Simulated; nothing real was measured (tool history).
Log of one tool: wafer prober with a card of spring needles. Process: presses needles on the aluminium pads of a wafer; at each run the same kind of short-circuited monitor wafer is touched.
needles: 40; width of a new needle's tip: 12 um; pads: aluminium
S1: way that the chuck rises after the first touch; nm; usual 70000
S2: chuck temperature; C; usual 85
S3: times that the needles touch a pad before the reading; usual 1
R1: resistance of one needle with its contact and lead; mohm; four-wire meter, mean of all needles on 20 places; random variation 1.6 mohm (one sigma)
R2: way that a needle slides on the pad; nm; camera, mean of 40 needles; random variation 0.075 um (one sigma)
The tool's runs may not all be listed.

run   hour     S1   S2  S3   R1     R2
  1    0.0  70000   85   1  175  11160
       5.9  -- tips cleaned on abrasive film
  2    9.6  70000   85   1  178  11190
      15.0  -- tips cleaned on abrasive film
      24.1  -- tips cleaned on abrasive film
  3   24.9  70000   85   1  168  10990
      33.8  -- tips cleaned on abrasive film
      43.6  -- tips cleaned on abrasive film
  4   46.9  77000   85   1  178  12080
      54.1  -- tips cleaned on abrasive film
      54.4  -- height of the first contact set anew
      63.4  -- tips cleaned on abrasive film
  5   63.4  77000   85   1  163  12640
      73.2  -- tips cleaned on abrasive film
  6   81.6  70000   85   1  188  11560
      83.1  -- tips cleaned on abrasive film
      93.5  -- tips cleaned on abrasive film
  7  101.6  70000   85   1  188  11510
     102.8  -- tips cleaned on abrasive film
     112.6  -- tips cleaned on abrasive film
  8  118.7  70000   85   1  182  11500
     122.4  -- tips cleaned on abrasive film
     132.3  -- tips cleaned on abrasive film
  9  137.9  70000   85   1  184  11340
     141.5  -- tips cleaned on abrasive film
     151.6  -- tips cleaned on abrasive film
 10  158.5  70000   31   1  174  11540
     162.0  -- tips cleaned on abrasive film
     172.1  -- tips cleaned on abrasive film
 11  180.2  85000   85   1  185  13760
     182.3  -- tips cleaned on abrasive film
     191.6  -- tips cleaned on abrasive film
 12  196.3  55000   26   2  168   8890
     202.0  -- tips cleaned on abrasive film
 13  209.7  55000   36   2  175   8890
     211.1  -- tips cleaned on abrasive film
     221.2  -- tips cleaned on abrasive film
 14  224.6  72000   81   1  171  11760
     231.0  -- tips cleaned on abrasive film
     241.0  -- tips cleaned on abrasive film
 15  246.2  72000   81   1  178  11590
     250.2  -- tips cleaned on abrasive film
     260.1  -- tips cleaned on abrasive film
 16  264.9  72000   81   1  172  11800
     269.5  -- tips cleaned on abrasive film
     279.4  -- tips cleaned on abrasive film
 17  283.2  72000  117   2  175  11460
     288.3  -- tips cleaned on abrasive film
 18  295.7  72000  117   2  181  11640
     297.5  -- tips cleaned on abrasive film
     306.8  -- tips cleaned on abrasive film
 19  308.7  52000  112   3  175   8310
     316.3  -- tips cleaned on abrasive film
 20  320.6  79000   85   1  175  12840
     326.1  -- tips cleaned on abrasive film
 21  329.8  52000   85   1  187   8250

5 ways to go on from here, each from the tool as it stands after run 21. What would each give?
     336.3  -- tips cleaned on abrasive film
  A  339.7  88000  66   3   ?   ?
     336.3  -- tips cleaned on abrasive film
  B  339.7  70000  85   1   ?   ?
     336.3  -- tips cleaned on abrasive film
  C  339.7  66000  84   1   ?   ?
     336.3  -- tips cleaned on abrasive film
  D  339.7  78000  85   1   ?   ?
     336.3  -- tips cleaned on abrasive film
  E  339.7  77000  85   1   ?   ?

run   R1     R2
  A  163  14260
  B  177  11180
  C  181  10540
  D  175  12550
  E  176  12380
Without the tool's hidden state the same runs would have given:
run   R1     R2
  A  159  14630
  B  162  11540
  C  164  10900
  D  161  12910
  E  162  12740
